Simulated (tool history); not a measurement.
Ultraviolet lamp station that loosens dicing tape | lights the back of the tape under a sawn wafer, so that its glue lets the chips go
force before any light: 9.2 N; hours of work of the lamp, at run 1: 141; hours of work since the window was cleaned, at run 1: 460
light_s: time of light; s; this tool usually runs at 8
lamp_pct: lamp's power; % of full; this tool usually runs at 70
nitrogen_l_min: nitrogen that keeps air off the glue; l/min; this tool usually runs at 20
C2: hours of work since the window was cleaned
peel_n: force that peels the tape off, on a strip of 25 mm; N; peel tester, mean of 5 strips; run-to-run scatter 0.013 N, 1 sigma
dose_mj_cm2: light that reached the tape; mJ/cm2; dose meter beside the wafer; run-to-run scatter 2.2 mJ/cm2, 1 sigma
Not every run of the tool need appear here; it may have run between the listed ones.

Run 1, day 0: usual settings; hours of work of the lamp 141; C2 460. Result: peel_n 0.881 N, dose_mj_cm2 152 mJ/cm2.
Run 2, day 0.342: usual settings; hours of work of the lamp 145; C2 465. Result: peel_n 0.855 N, dose_mj_cm2 156 mJ/cm2.
Run 3, day 0.508: usual settings; hours of work of the lamp 148; C2 468. Result: peel_n 0.883 N, dose_mj_cm2 153 mJ/cm2.
Run 4, day 0.754: usual settings; hours of work of the lamp 151; C2 471. Result: peel_n 0.897 N, dose_mj_cm2 154 mJ/cm2.
Run 5, day 1.117: usual settings; hours of work of the lamp 156; C2 476. Result: peel_n 0.898 N, dose_mj_cm2 156 mJ/cm2.
Run 6, day 1.333: usual settings; hours of work of the lamp 159; C2 479. Result: peel_n 0.915 N, dose_mj_cm2 149 mJ/cm2.
Run 7, day 1.654: usual settings but nitrogen_l_min 21 l/min; hours of work of the lamp 164; C2 484. Result: peel_n 0.908 N, dose_mj_cm2 152 mJ/cm2.
Run 8, day 1.846: usual settings; hours of work of the lamp 167; C2 486. Result: peel_n 0.917 N, dose_mj_cm2 152 mJ/cm2.
Run 9, day 2.142: usual settings; hours of work of the lamp 171; C2 491. Result: peel_n 0.891 N, dose_mj_cm2 152 mJ/cm2.
Run 10, day 2.362: usual settings but light_s 16 s, nitrogen_l_min 7 l/min; hours of work of the lamp 174; C2 494. Result: peel_n 0.502 N, dose_mj_cm2 301 mJ/cm2.
At day 2.4: window cleaned of glue's vapour.
Run 11, day 2.625: usual settings but light_s 14 s, lamp_pct 61 % of full, nitrogen_l_min 18 l/min; hours of work of the lamp 177; C2 3. Result: peel_n 0.481 N, dose_mj_cm2 228 mJ/cm2.
At day 2.975: window cleaned of glue's vapour, once more.
Run 12, day 3.021: usual settings but light_s 14 s, lamp_pct 61 % of full, nitrogen_l_min 18 l/min; hours of work of the lamp 183; C2 1. Result: peel_n 0.36 N, dose_mj_cm2 258 mJ/cm2.
Run 13, day 3.312: usual settings but light_s 14 s, lamp_pct 61 % of full, nitrogen_l_min 18 l/min; hours of work of the lamp 187; C2 5. Result: peel_n 0.331 N, dose_mj_cm2 259 mJ/cm2.
Run 14, day 3.542: usual settings but light_s 13 s, lamp_pct 88 % of full, nitrogen_l_min 12 l/min; hours of work of the lamp 190; C2 8. Result: peel_n 0.302 N, dose_mj_cm2 348 mJ/cm2.
Run 15, day 3.817: usual settings but light_s 10 s, lamp_pct 95 % of full, nitrogen_l_min 21 l/min; hours of work of the lamp 194; C2 12. Result: peel_n 0.286 N, dose_mj_cm2 285 mJ/cm2.

Expected results for the next run?
Run 16, day 4.129: usual settings but light_s 14 s, nitrogen_l_min 15 l/min; hours of work of the lamp 198; C2 16. Result: peel_n ?, dose_mj_cm2 ?.

{"run 16": {"peel_n": 0.326, "dose_mj_cm2": 288}}
The same run, on a tool lacking any hidden state, would have yielded peel_n 0.284 N, dose_mj_cm2 322 mJ/cm2.
